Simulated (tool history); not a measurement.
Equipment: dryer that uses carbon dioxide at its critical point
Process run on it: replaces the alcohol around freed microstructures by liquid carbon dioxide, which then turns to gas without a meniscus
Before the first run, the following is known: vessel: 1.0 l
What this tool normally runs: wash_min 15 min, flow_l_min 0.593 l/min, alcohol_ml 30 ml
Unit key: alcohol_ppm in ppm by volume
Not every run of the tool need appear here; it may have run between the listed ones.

Run 1, day 0: usual settings. Result: alcohol_ppm 35 ppm by volume.
Run 2, day 1.067: usual settings but wash_min 16 min. Result: alcohol_ppm 40 ppm by volume.
Run 3, day 2.362: usual settings but flow_l_min 0.633 l/min. Result: alcohol_ppm 38 ppm by volume.
Run 4, day 3.562: usual settings but flow_l_min 0.633 l/min. Result: alcohol_ppm 39 ppm by volume.
Run 5, day 4.738: usual settings but alcohol_ml 102 ml. Result: alcohol_ppm 88 ppm by volume.
Run 6, day 5.904: usual settings but alcohol_ml 102 ml. Result: alcohol_ppm 98 ppm by volume.
Run 7, day 6.829: usual settings but alcohol_ml 102 ml. Result: alcohol_ppm 100 ppm by volume.
At day 7.092: inlet filter changed.
Run 8, day 7.75: usual settings. Result: alcohol_ppm 34 ppm by volume.
Run 9, day 9.125: usual settings. Result: alcohol_ppm 38 ppm by volume.
Run 10, day 10.579: usual settings but alcohol_ml 114 ml. Result: alcohol_ppm 84 ppm by volume.
Run 11, day 11.233: usual settings but wash_min 16 min, alcohol_ml 114 ml. Result: alcohol_ppm 56 ppm by volume.
Run 12, day 12.367: usual settings but flow_l_min 0.761 l/min. Result: alcohol_ppm 32 ppm by volume.
Run 13, day 13.017: usual settings but flow_l_min 0.761 l/min. Result: alcohol_ppm 33 ppm by volume.
Run 14, day 14.058: usual settings but flow_l_min 0.761 l/min. Result: alcohol_ppm 35 ppm by volume.
Run 15, day 15.608: usual settings but flow_l_min 0.761 l/min. Result: alcohol_ppm 41 ppm by volume.
Run 16, day 17.021: usual settings but flow_l_min 0.761 l/min. Result: alcohol_ppm 35 ppm by volume.
Run 17, day 18.604: usual settings but flow_l_min 0.761 l/min. Result: alcohol_ppm 32 ppm by volume.
Run 18, day 19.854: usual settings but flow_l_min 0.761 l/min. Result: alcohol_ppm 26 ppm by volume.
Run 19, day 21.212: usual settings. Result: alcohol_ppm 54 ppm by volume.
Run 20, day 22.375: usual settings. Result: alcohol_ppm 49 ppm by volume.
Run 21, day 23.875: usual settings. Result: alcohol_ppm 53 ppm by volume.
Run 22, day 25.117: usual settings. Result: alcohol_ppm 43 ppm by volume.
Run 23, day 26.358: usual settings but wash_min 12 min, flow_l_min 0.688 l/min, alcohol_ml 103 ml. Result: alcohol_ppm 138 ppm by volume.
Run 24, day 27.179: usual settings but wash_min 16 min, flow_l_min 0.809 l/min, alcohol_ml 103 ml. Result: alcohol_ppm 37 ppm by volume.
Run 25, day 28.5: usual settings but wash_min 14 min, flow_l_min 0.578 l/min, alcohol_ml 40 ml. Result: alcohol_ppm 89 ppm by volume.
Run 26, day 30.062: usual settings but alcohol_ml 42 ml. Result: alcohol_ppm 69 ppm by volume.
Run 27, day 31.338: usual settings but alcohol_ml 42 ml. Result: alcohol_ppm 64 ppm by volume.
At day 32.404: inlet filter changed.
Run 28, day 32.671: usual settings but wash_min 10 min, flow_l_min 0.879 l/min, alcohol_ml 31 ml. Result: alcohol_ppm 56 ppm by volume.
Run 29, day 33.45: usual settings but wash_min 17 min, alcohol_ml 46 ml. Result: alcohol_ppm 56 ppm by volume.
Run 30, day 34.283: usual settings but flow_l_min 0.432 l/min, alcohol_ml 118 ml. Result: alcohol_ppm 401 ppm by volume.
Run 31, day 34.921: usual settings but wash_min 23 min, flow_l_min 0.668 l/min, alcohol_ml 38 ml. Result: alcohol_ppm 45 ppm by volume.
Run 32, day 36.183: usual settings but wash_min 11 min, flow_l_min 0.76 l/min, alcohol_ml 98 ml. Result: alcohol_ppm 115 ppm by volume.
Run 33, day 37.729: usual settings but wash_min 11 min, flow_l_min 0.76 l/min, alcohol_ml 98 ml. Result: alcohol_ppm 116 ppm by volume.
Run 34, day 38.6: usual settings but wash_min 12 min, flow_l_min 0.613 l/min, alcohol_ml 105 ml. Result: alcohol_ppm 216 ppm by volume.
Run 35, day 39.738: usual settings but wash_min 12 min, flow_l_min 0.613 l/min, alcohol_ml 105 ml. Result: alcohol_ppm 215 ppm by volume.
Run 36, day 40.733: usual settings but wash_min 12 min, flow_l_min 0.525 l/min, alcohol_ml 72 ml. Result: alcohol_ppm 340 ppm by volume.
Run 37, day 41.95: usual settings but wash_min 14 min, flow_l_min 0.724 l/min, alcohol_ml 28 ml. Result: alcohol_ppm 46 ppm by volume.
Run 38, day 42.896: usual settings but wash_min 14 min, flow_l_min 0.407 l/min, alcohol_ml 25 ml. Result: alcohol_ppm 215 ppm by volume.
Run 39, day 43.938: usual settings but flow_l_min 0.44 l/min, alcohol_ml 26 ml. Result: alcohol_ppm 131 ppm by volume.
Run 40, day 44.95: usual settings but flow_l_min 0.44 l/min, alcohol_ml 26 ml. Result: alcohol_ppm 129 ppm by volume.
Run 41, day 45.917: usual settings but flow_l_min 0.426 l/min, alcohol_ml 36 ml. Result: alcohol_ppm 198 ppm by volume.
Run 42, day 46.671: usual settings but wash_min 22 min, flow_l_min 0.4 l/min, alcohol_ml 58 ml. Result: alcohol_ppm 67 ppm by volume.
Run 43, day 47.362: usual settings but wash_min 17 min, flow_l_min 0.696 l/min, alcohol_ml 73 ml. Result: alcohol_ppm 51 ppm by volume.

Had the tool no unlogged condition, and each run kept its random variation, what would the results have been?
Hidden conditions of the tool in this case: flow that reaches the vessel past the clogged filter, %; alcohol in the recycled carbon dioxide, ppm; drift of the gauge itself on alcohol_ppm, %.
run  alcohol_ppm
  1            7
  2           13
  3           10
  4           10
  5           35
  6           43
  7           44
  8            8
  9           11
 10           49
 11           23
 12            5
 13            6
 14            7
 15           13
 16            6
 17            3
 18            0
 19           19
 20           11
 21           16
 22            5
 23           62
 24            4
 25           35
 26           22
 27           15
 28           21
 29           21
 30          347
 31           11
 32           73
 33           71
 34          158
 35          153
 36          261
 37            8
 38          151
 39           76
 40           73
 41          127
 42           20
 43           11
